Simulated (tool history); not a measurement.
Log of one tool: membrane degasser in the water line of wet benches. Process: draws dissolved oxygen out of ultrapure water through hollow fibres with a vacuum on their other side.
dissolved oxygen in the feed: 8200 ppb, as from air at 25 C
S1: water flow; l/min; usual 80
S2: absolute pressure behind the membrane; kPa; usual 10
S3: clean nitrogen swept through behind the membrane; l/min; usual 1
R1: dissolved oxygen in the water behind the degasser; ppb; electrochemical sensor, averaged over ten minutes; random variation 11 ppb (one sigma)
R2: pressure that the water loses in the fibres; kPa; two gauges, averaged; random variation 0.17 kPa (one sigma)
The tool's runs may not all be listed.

run	hour	S1	S2	S3	R1	R2
1	0	80	10	1	1136.1	27.23
2	33.8	80	10	1	1143.6	27.05
3	88.1	80	11.8	1	1335.3	27.23
4	130.5	80	10	1	1135.4	27.58
5	160.3	80	10	1	1147.1	27.6
6	199.7	100	10	1	1377.2	34.45
7	230.1	100	10	1	1384.8	34.23
8	278.8	100	10	1	1366.6	34.52
9	314.5	80	10	1	1152.6	27.49
10	359.3	103	10	1	1395	35.2
11	387.9	103	11.9	1	1630.3	35.29
12	438.3	103	11.9	1	1616.9	34.99
13	473.2	103	11.9	1	1644.2	35.29
14	524.5	103	11.9	1	1616	35.67
# hour 528.3: vacuum gauge calibrated
15	572.6	50	11.3	1.74	622.5	16.74
16	619.6	50	11.3	1.74	630.5	17.49

Run 17 comes next. What will it give?
17	675.1	68	20.3	1	?	?

{"run 17": {"R1": 1925.8, "R2": 23.51}}
Without the tool's hidden state the same run would have given R1 1859.5 ppb, R2 23 kPa.
